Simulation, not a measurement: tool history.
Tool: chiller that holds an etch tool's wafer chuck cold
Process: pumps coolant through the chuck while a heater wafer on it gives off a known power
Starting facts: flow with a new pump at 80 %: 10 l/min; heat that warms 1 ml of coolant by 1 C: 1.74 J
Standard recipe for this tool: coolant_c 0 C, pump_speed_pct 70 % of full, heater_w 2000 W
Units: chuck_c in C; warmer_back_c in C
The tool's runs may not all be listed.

run    hour  coolant_c  pump_speed_pct  heater_w  chuck_c  warmer_back_c
  1     0.0          0              70      2000     18.4           7.93
  2    79.0          0              70      2000     18.6           7.99
  3   184.4         -9              70      2000      9.4           7.92
  4   281.7          2              70      2000     20.3           7.99
  5   370.8          0              77      2000     17.2           7.07
  6   440.3          0              77      2000     17.2           7.17
  7   523.8          0              70      1854     17.0           7.31
  8   603.3          4              70      2000     22.6           7.92
  9   702.1          0              81      2000     16.7           6.81
 10   789.9          0              81      2000     16.7           6.81
 11   921.0          0              70      1151     10.6           4.58
 12  1000.1          0              86      2000     16.0           6.42
 13  1102.2          6              70      2000     24.1           7.94
 14  1198.8         -5              70      2000     13.2           7.93
 15  1290.8         -5              70      1916     12.4           7.62
 16  1393.7         -5              67      1916     13.0           7.93
 17  1532.7          2              86      1557     14.7           4.97
 18  1597.9          0              78      1348     11.7           4.70
 19  1690.1          3              70      1019     12.5           4.07
 20  1810.4          3              70      1019     12.3           4.07
 21  1877.7          3              67      1653     18.6           6.81
 22  1949.9          0              61      2000     20.0           9.11
 23  2063.7          0              61      2000     20.1           9.05
 24  2192.2          0              61      2000     19.9           9.09
 25  2254.7          0              68      1662     15.5           6.78
 26  2374.6          0              68      1662     15.4           6.79
 27  2487.4          0              68      1662     15.4           6.79
 28  2570.8          0              68      1662     15.5           6.77
 29  2667.7          0              97      1151      8.6           3.27
 30  2742.8        -10              74      2000      7.7           7.45
 31  2875.0          0              70      1271     11.7           5.03

Removed from this log: 1 entry logged between the listed runs. Between which two listed runs does each belong, and how does the tool's hidden state at the listed run before it compare with that at the listed run after it?
Run 16 -> run 17: chiller's thermometer calibrated (hour 1525.5)
  the hidden state is the same at both runs

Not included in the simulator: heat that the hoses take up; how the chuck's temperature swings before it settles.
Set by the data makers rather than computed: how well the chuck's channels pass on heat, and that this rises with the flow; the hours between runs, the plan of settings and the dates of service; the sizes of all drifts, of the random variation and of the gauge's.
